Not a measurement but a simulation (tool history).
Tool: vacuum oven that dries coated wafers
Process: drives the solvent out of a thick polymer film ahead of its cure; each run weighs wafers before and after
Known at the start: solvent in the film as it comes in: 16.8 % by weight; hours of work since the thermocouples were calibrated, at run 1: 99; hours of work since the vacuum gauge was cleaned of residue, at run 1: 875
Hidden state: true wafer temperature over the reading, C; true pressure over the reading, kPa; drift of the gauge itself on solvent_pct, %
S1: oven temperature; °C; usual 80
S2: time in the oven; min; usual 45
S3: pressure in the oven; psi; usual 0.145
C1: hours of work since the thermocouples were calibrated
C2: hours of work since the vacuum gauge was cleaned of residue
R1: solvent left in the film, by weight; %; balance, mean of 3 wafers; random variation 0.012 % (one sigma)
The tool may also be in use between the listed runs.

Run 1, day 0: usual settings; C1 99; C2 875. Result: R1 1.3 %.
Run 2, day 0.854: usual settings but S2 24 min; C1 113; C2 890. Result: R1 3.3 %.
Run 3, day 2.546: usual settings but S3 0.171 psi; C1 142; C2 918. Result: R1 1.4 %.
Run 4, day 4.217: usual settings; C1 170; C2 947. Result: R1 1.33 %.
Run 5, day 5.004: usual settings; C1 184; C2 960. Result: R1 1.31 %.
Run 6, day 5.783: usual settings; C1 197; C2 973. Result: R1 1.29 %.
Run 7, day 6.912: usual settings; C1 216; C2 992. Result: R1 1.31 %.
Run 8, day 8.117: usual settings; C1 237; C2 1013. Result: R1 1.32 %.
Run 9, day 8.879: usual settings; C1 250; C2 1026. Result: R1 1.31 %.
Run 10, day 10.362: usual settings but S1 92 °C; C1 275; C2 1051. Result: R1 0.45 %.
Run 11, day 11.833: usual settings but S1 92 °C; C1 300; C2 1076. Result: R1 0.42 %.
Run 12, day 12.971: usual settings but S1 93 °C, S2 22 min; C1 319; C2 1095. Result: R1 0.8 %.
Run 13, day 13.721: usual settings but S2 76 min, S3 0.435 psi; C1 332; C2 1108. Result: R1 1.87 %.
Run 14, day 14.604: usual settings but S2 76 min, S3 0.435 psi; C1 347; C2 1123. Result: R1 1.84 %.
Run 15, day 15.762: usual settings but S2 23 min, S3 0.548 psi; C1 367; C2 1143. Result: R1 4.69 %.
Run 16, day 16.983: usual settings but S2 23 min, S3 0.548 psi; C1 387; C2 1164. Result: R1 4.69 %.
Run 17, day 18.154: usual settings but S2 23 min, S3 0.249 psi; C1 407; C2 1183. Result: R1 3.73 %.
Run 18, day 19.721: usual settings but S1 70 °C, S2 23 min, S3 0.187 psi; C1 434; C2 1210. Result: R1 7.1 %.
Run 19, day 21.05: usual settings but S1 74 °C, S2 23 min, S3 0.187 psi; C1 456; C2 1233. Result: R1 5.65 %.
Run 20, day 22.692: usual settings but S1 74 °C, S2 44 min, S3 0.187 psi; C1 484; C2 1261. Result: R1 2.87 %.
Run 21, day 23.892: usual settings but S1 82 °C, S2 60 min, S3 0.117 psi; C1 505; C2 1281. Result: R1 0.7 %.

Forecast each of these 4 alternatives for the next run:
Run A, day 24.862: usual settings but S1 85 °C, S2 60 min, S3 0.078 psi; C1 521; C2 1297. Result: R1 ?.
Run B, day 24.862: usual settings but S1 89 °C, S2 60 min, S3 0.173 psi; C1 521; C2 1297. Result: R1 ?.
Run C, day 24.862: usual settings but S1 75 °C, S2 56 min, S3 0.083 psi; C1 521; C2 1297. Result: R1 ?.
Run D, day 24.862: usual settings but S1 71 °C, S2 28 min, S3 0.115 psi; C1 521; C2 1297. Result: R1 ?.

run    R1
  A  0.41
  B  0.56
  C  1.45
  D  5.52
Without the tool's hidden state the same runs would have given:
run    R1
  A  0.29
  B  0.46
  C   1.4
  D  5.63
